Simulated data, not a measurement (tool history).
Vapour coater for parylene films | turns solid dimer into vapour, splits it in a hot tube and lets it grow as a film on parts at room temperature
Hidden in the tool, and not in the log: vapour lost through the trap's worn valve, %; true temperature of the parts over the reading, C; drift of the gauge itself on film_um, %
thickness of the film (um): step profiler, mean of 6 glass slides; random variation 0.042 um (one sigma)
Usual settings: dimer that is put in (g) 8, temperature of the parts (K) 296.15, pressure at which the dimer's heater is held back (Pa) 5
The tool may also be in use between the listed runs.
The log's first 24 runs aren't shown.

run,hour,dimer that is put in (g),temperature of the parts (K),pressure at which the dimer's heater is held back (Pa),hours of work since the trap's valve was overhauled,hours of work since the table's thermometer was calibrated,thickness of the film (um)
25,444.7,13,306.15,11.14,33,27,4.17
26,469.4,8,300.15,4.28,55,49,3.85
27,480.9,8,294.15,5,65,59,4.92
28,499,8,294.15,5,81,75,4.91
29,511.5,5,304.15,9.05,92,86,1.76
30,532.7,4,306.15,8.91,111,105,1.31
31,545.9,4,306.15,8.91,123,117,1.28
32,564.8,4,306.15,4.01,139,133,1.42
33,576.2,8,304.15,3.01,150,143,3.23
34,587.9,5,295.15,5,160,154,2.93
35,601.5,5,288.15,3.84,172,166,3.56
36,625.6,11,307.15,3.73,193,187,3.71
37,650.1,11,307.15,3.73,215,209,3.7
38,676.3,11,307.15,3.73,238,232,3.69
39,692.1,6,307.15,3.73,252,246,2.02

Forecast run 40:
40,710.4,7,297.15,5.66,268,262,?

thickness of the film (um): 3.49
Without the tool's hidden state the same run would have given thickness of the film (um) 3.71.
